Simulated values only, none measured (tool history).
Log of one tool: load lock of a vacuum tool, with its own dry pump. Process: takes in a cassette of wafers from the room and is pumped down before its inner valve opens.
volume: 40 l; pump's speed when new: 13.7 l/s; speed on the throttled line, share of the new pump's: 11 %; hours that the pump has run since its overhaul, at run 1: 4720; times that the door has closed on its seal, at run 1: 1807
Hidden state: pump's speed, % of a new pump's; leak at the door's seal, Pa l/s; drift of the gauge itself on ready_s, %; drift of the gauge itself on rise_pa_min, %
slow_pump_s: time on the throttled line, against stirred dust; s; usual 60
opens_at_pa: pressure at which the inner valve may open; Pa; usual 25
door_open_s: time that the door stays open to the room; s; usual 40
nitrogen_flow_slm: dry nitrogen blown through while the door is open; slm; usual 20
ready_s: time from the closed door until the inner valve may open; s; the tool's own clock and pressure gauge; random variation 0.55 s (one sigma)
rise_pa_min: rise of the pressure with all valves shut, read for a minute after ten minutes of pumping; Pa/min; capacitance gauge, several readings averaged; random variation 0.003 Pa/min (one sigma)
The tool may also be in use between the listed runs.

run,hour,slow_pump_s,opens_at_pa,door_open_s,nitrogen_flow_slm,hours that the pump has run since its overhaul,times that the door has closed on its seal,"incoming humidity of the room's air, %",ready_s,rise_pa_min
1,0.0,60,25,40,20,4720,1807,47.3,77.2,0.026
2,626.7,60,25,32,20,5347,4389,46.9,77.6,0.031
3,1035.9,60,25,32,20,5756,6075,42.4,77.7,0.024
4,1388.3,60,25,32,20,6109,7527,44.7,78.3,0.026
5,2014.8,117,25,40,20,6735,10107,46.2,127.0,0.030
6,2487.1,117,25,40,20,7208,12053,44.1,129.4,0.029
7,2843.8,117,25,40,20,7564,13523,47.6,128.7,0.033
8,3385.7,117,25,40,20,8106,15755,43.6,127.9,0.024
9,3998.6,97,37,199,6,8719,18280,46.1,107.9,0.082
10,4618.6,97,37,199,6,9339,20835,44.6,108.0,0.076
11,5057.8,95,41,219,11,9778,22644,45.8,106.3,0.061
12,5508.8,95,30,119,4,10229,24502,49.0,108.7,0.075
13,6212.9,41,43,58,23,10933,27402,46.3,58.6,0.029
14,6597.8,120,25,64,20,11318,28988,42.4,131.3,0.028

Forecast each of these 3 alternatives for the next run:
A,7130.8,64,40,97,20,11851,31184,45.5,?,?
B,7130.8,120,19,64,20,11851,31184,47.3,?,?
C,7130.8,81,25,64,15,11851,31184,49.0,?,?

run,ready_s,rise_pa_min
A,79.4,0.033
B,133.3,0.036
C,95.9,0.040
Without the tool's hidden state the same runs would have given:
run,ready_s,rise_pa_min
A,79.4,0.033
B,133.3,0.035
C,95.9,0.040
